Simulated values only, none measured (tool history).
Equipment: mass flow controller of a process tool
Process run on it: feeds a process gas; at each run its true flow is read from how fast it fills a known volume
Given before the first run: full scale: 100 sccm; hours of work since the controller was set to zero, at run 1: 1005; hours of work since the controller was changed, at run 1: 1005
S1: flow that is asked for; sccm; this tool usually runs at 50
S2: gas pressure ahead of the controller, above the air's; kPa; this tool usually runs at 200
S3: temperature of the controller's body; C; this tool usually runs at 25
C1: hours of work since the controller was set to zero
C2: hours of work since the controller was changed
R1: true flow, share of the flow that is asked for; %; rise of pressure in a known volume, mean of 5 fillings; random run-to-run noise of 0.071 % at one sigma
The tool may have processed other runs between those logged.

| run | hour | S1 | S2 | S3 | C1 | C2 | R1 |
|---|---|---|---|---|---|---|---|
| 1 | 0.0 | 50 | 200 | 25 | 1005 | 1005 | 99.46 |
| 2 | 41.3 | 50 | 200 | 25 | 1023 | 1023 | 99.33 |
| 3 | 94.5 | 50 | 148 | 25 | 1045 | 1045 | 99.70 |
| 4 | 158.0 | 50 | 148 | 25 | 1072 | 1072 | 99.60 |
| 5 | 243.1 | 50 | 148 | 25 | 1108 | 1108 | 99.69 |
| 6 | 285.5 | 50 | 200 | 25 | 1126 | 1126 | 99.24 |
| 7 | 335.6 | 50 | 200 | 25 | 1147 | 1147 | 99.33 |
| 8 | 414.2 | 50 | 200 | 25 | 1181 | 1181 | 99.29 |
| 9 | 482.8 | 50 | 200 | 25 | 1210 | 1210 | 99.24 |
| 10 | 535.4 | 50 | 200 | 20 | 1232 | 1232 | 98.92 |
| 11 | 584.7 | 93 | 200 | 20 | 1253 | 1253 | 99.18 |
| 12 | 619.8 | 50 | 200 | 22 | 1268 | 1268 | 99.12 |
| 13 | 683.2 | 33 | 200 | 22 | 1295 | 1295 | 99.22 |
| 14 | 721.2 | 31 | 200 | 25 | 1311 | 1311 | 99.27 |
| 15 | 799.5 | 31 | 200 | 25 | 1344 | 1344 | 99.36 |
|  | 807.3 | controller's zero set anew |
| 16 | 875.6 | 31 | 200 | 25 | 29 | 1376 | 99.70 |
| 17 | 919.8 | 31 | 200 | 25 | 48 | 1395 | 99.77 |
| 18 | 971.8 | 31 | 200 | 25 | 70 | 1417 | 99.74 |
| 19 | 1020.0 | 31 | 200 | 25 | 90 | 1437 | 99.65 |
| 20 | 1059.3 | 50 | 202 | 27 | 107 | 1454 | 99.40 |
| 21 | 1111.1 | 28 | 200 | 28 | 129 | 1476 | 99.85 |
| 22 | 1163.5 | 28 | 200 | 28 | 151 | 1498 | 99.96 |

For some of the steps in R1 from one run to the next: how much would appear even if the tool had no hidden state, given the settings, what came in and random variation, and how much remains for the hidden state plus any gauge scatter that the measured result and the result without hidden state don't share?
Hidden state at play: flow at rest that the sensor doesn't see, % of full scale; true flow over the shown one, %; drift of the gauge itself on true_pct, %.
Run 5 -> 6: S2 148 -> 200. R1 -0.45 %: hidden state -0.01, all else -0.44.
Run 19 -> 20: S1 31 -> 50, S2 200 -> 202, S3 25 -> 27. R1 -0.25 %: hidden state -0.43, all else +0.18.
Run 20 -> 21: S1 50 -> 28, S2 202 -> 200, S3 27 -> 28. R1 +0.45 %: hidden state +0.54, all else -0.09.

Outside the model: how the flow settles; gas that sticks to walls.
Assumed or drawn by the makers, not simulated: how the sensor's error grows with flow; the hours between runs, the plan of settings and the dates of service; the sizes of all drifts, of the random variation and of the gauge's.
